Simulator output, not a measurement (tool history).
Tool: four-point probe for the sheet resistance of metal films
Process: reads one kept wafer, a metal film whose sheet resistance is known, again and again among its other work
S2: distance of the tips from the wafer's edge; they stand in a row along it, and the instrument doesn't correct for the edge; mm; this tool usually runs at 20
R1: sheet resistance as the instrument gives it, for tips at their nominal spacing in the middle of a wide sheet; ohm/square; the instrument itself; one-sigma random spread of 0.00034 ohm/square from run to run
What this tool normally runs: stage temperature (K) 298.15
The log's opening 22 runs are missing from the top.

{"run": 23, "day": 36.262, "stage temperature (K)": 296.15, "S2": 26, "R1": 1.67478}
{"run": 24, "day": 38.338, "stage temperature (K)": 293.15, "S2": 6, "R1": 1.685484}
{"run": 25, "day": 40.504, "stage temperature (K)": 293.15, "S2": 6, "R1": 1.684324}
{"run": 26, "day": 41.608, "stage temperature (K)": 305.15, "S2": 27, "R1": 1.657873}
{"run": 27, "day": 43.079, "stage temperature (K)": 303.15, "S2": 63, "R1": 1.660549}
{"run": 28, "day": 44.196, "stage temperature (K)": 303.15, "S2": 63, "R1": 1.659541}
{"run": 29, "day": 46.15, "stage temperature (K)": 303.15, "S2": 63, "R1": 1.659555}
{"run": 30, "day": 48.079, "stage temperature (K)": 303.15, "S2": 63, "R1": 1.658831}
{"run": 31, "day": 49.304, "stage temperature (K)": 303.15, "S2": 63, "R1": 1.658588}

Below are 4 alternative next runs, each starting from the tool's condition after run 31. Predict each:
{"day": 50.071, "done": "new probe head fitted"}
{"run": "A", "day": 51.108, "stage temperature (K)": 298.15, "S2": 51, "R1": "?"}
{"day": 50.071, "done": "new probe head fitted"}
{"run": "B", "day": 51.108, "stage temperature (K)": 292.15, "S2": 20, "R1": "?"}
{"day": 50.071, "done": "new probe head fitted"}
{"run": "C", "day": 51.108, "stage temperature (K)": 298.15, "S2": 20, "R1": "?"}
{"day": 50.071, "done": "new probe head fitted"}
{"run": "D", "day": 51.108, "stage temperature (K)": 306.15, "S2": 12, "R1": "?"}

run=A R1=1.690265
run=B R1=1.701745
run=C R1=1.690953
run=D R1=1.677897
Stripped of hidden state, with their random variation kept, the same runs would have yielded:
run=A R1=1.696951
run=B R1=1.708503
run=C R1=1.697642
run=D R1=1.684502
